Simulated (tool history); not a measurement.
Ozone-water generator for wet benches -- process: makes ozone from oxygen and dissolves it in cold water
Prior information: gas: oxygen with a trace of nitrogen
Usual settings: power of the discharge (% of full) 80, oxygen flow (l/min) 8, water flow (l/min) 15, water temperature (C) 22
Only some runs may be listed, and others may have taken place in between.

| run | hour | power of the discharge (% of full) | oxygen flow (l/min) | water flow (l/min) | water temperature (C) | dissolved ozone (ppm) | ozone in the gas ahead of the water (g/m3) |
|---|---|---|---|---|---|---|---|
| 1 | 0 | 80 | 8 | 15 | 22 | 23.1 | 165 |
| 2 | 88.6 | 80 | 8 | 15 | 22 | 23.3 | 165.1 |
| 3 | 147.8 | 80 | 8 | 15 | 22 | 22.9 | 165 |
| 4 | 211.9 | 80 | 8 | 15 | 22 | 23.4 | 165.1 |
| 5 | 274.9 | 80 | 8 | 15 | 22 | 23.4 | 164.9 |
| 6 | 342.6 | 80 | 8 | 15 | 22 | 23.2 | 165.9 |
| 7 | 417.1 | 80 | 8 | 10 | 22 | 29.2 | 164.2 |
| 8 | 480.1 | 80 | 8 | 10 | 22 | 29.5 | 166.5 |
|  | 521.5 | water thermometer calibrated |
| 9 | 547 | 80 | 13.44 | 15 | 15 | 24.3 | 127.5 |
| 10 | 645.4 | 46 | 13.44 | 23 | 15 | 11.1 | 79.8 |
| 11 | 718.1 | 46 | 13.44 | 23 | 15 | 11.3 | 78.3 |
| 12 | 778.2 | 77 | 8 | 23 | 17 | 17.6 | 160 |
| 13 | 825.1 | 82 | 8 | 23 | 20 | 17.6 | 170.6 |
| 14 | 886.7 | 82 | 8 | 23 | 20 | 17.5 | 167.7 |
| 15 | 949.2 | 82 | 12.59 | 23 | 20 | 16.6 | 134.2 |

Run 16 is up next; what results do you expect?
| 16 | 1050.5 | 89 | 5.2 | 15 | 22 | ? | ? |

{"run 16": {"dissolved ozone (ppm)": 26.4, "ozone in the gas ahead of the water (g/m3)": 228.3}}
If the tool had no hidden condition, the same run with the same run-to-run variation would have returned dissolved ozone (ppm) 26.5, ozone in the gas ahead of the water (g/m3) 225.4.
